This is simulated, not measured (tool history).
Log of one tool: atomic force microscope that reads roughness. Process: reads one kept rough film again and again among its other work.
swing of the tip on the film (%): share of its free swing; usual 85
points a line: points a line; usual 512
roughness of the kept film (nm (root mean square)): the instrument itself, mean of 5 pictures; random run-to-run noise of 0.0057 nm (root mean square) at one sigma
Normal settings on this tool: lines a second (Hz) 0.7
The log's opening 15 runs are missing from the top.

run   hour  lines a second (Hz)  swing of the tip on the film (%)  points a line  roughness of the kept film (nm (root mean square))
     184.4  -- height scale calibrated on a step standard
 16  199.3                  0.7                                85            930                                                0.97
 17    208                  0.7                                85            930                                               0.985
 18    222                  0.7                                85            512                                               0.974
 19    236                2.369                                85            512                                               0.867
     242.9  -- new tip fitted
 20    249                  0.7                                85            304                                               1.005
 21  261.5                2.724                                85            262                                               0.887
     264.9  -- height scale calibrated on a step standard, once more
 22  273.2                2.724                                63            647                                               1.009
 23  287.7                2.724                                63            647                                               0.989
 24  296.4                2.724                                63            647                                               0.988
 25  304.4                1.311                                71            257                                               0.989
 26  318.8                1.311                                71            257                                               0.982
 27  328.4                  0.7                                85            578                                                0.98
 28  342.4                  0.7                                85            578                                                0.99
 29  351.4                  0.7                                85            578                                               0.971
 30  364.2                  0.7                                81            578                                               0.984
 31  379.3                1.508                                82            512                                               0.941
 32  390.9                1.508                                82            512                                               0.925
 33  401.1                1.508                                82            512                                               0.921
 34  417.8                  0.8                                66           1008                                               0.991
     436.1  -- new tip fitted
 35  436.9                2.056                                59            549                                                1.03
 36  450.5                2.056                                59            549                                               1.023
 37  459.9                 1.06                                71            373                                                1.02
 38  471.3                 3.66                                61            895                                               0.986
 39  484.1                2.582                                61            447                                               1.005

What will run 40 give?
 40  499.5                1.834                                89            512                                                   ?

Run 40 produced roughness of the kept film (nm (root mean square)) 0.894.
Had the tool carried no hidden state, the very same run would have given roughness of the kept film (nm (root mean square)) 0.91.

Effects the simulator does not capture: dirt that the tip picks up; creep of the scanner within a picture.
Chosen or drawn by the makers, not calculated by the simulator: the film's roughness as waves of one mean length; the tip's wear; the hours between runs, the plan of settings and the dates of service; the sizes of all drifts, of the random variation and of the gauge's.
